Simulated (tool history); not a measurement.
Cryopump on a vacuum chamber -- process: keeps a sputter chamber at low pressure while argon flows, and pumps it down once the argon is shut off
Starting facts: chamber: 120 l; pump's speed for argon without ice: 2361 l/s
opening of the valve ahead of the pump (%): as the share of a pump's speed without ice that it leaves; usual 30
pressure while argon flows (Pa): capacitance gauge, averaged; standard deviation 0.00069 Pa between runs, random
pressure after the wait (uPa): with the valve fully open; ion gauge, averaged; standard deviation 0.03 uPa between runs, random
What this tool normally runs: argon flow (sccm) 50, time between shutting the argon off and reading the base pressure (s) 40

| run | hour | argon flow (sccm) | time between shutting the argon off and reading the base pressure (s) | opening of the valve ahead of the pump (%) | pressure while argon flows (Pa) | pressure after the wait (uPa) |
|---|---|---|---|---|---|---|
| 1 | 0.0 | 50 | 40 | 30 | 0.1246 | 1.75 |
| 2 | 132.0 | 50 | 79 | 30 | 0.1274 | 1.10 |
| 3 | 221.4 | 50 | 79 | 30 | 0.1284 | 1.11 |
| 4 | 294.7 | 50 | 79 | 30 | 0.1283 | 1.16 |
| 5 | 412.5 | 50 | 79 | 30 | 0.1309 | 1.20 |
| 6 | 497.7 | 50 | 40 | 30 | 0.1340 | 1.88 |
|  | 558.7 | pump warmed up, emptied and cooled again |
| 7 | 612.1 | 50 | 40 | 30 | 0.1210 | 1.77 |
| 8 | 734.3 | 50 | 40 | 30 | 0.1219 | 1.83 |
| 9 | 853.4 | 50 | 40 | 30 | 0.1231 | 1.86 |
| 10 | 979.5 | 50 | 40 | 30 | 0.1259 | 1.91 |
| 11 | 1084.5 | 50 | 40 | 30 | 0.1268 | 1.90 |
| 12 | 1205.0 | 88 | 40 | 30 | 0.2286 | 1.97 |
| 13 | 1260.5 | 88 | 40 | 30 | 0.2302 | 2.05 |
| 14 | 1332.6 | 50 | 173 | 30 | 0.1322 | 1.01 |

Predict the results of run 15:
| 15 | 1405.4 | 50 | 20 | 32 | ? | ? |

Run 15 produced pressure while argon flows (Pa) 0.1261, pressure after the wait (uPa) 3.47.
If the tool had no hidden condition, the same run with the same run-to-run variation would have returned pressure while argon flows (Pa) 0.1116, pressure after the wait (uPa) 2.89.

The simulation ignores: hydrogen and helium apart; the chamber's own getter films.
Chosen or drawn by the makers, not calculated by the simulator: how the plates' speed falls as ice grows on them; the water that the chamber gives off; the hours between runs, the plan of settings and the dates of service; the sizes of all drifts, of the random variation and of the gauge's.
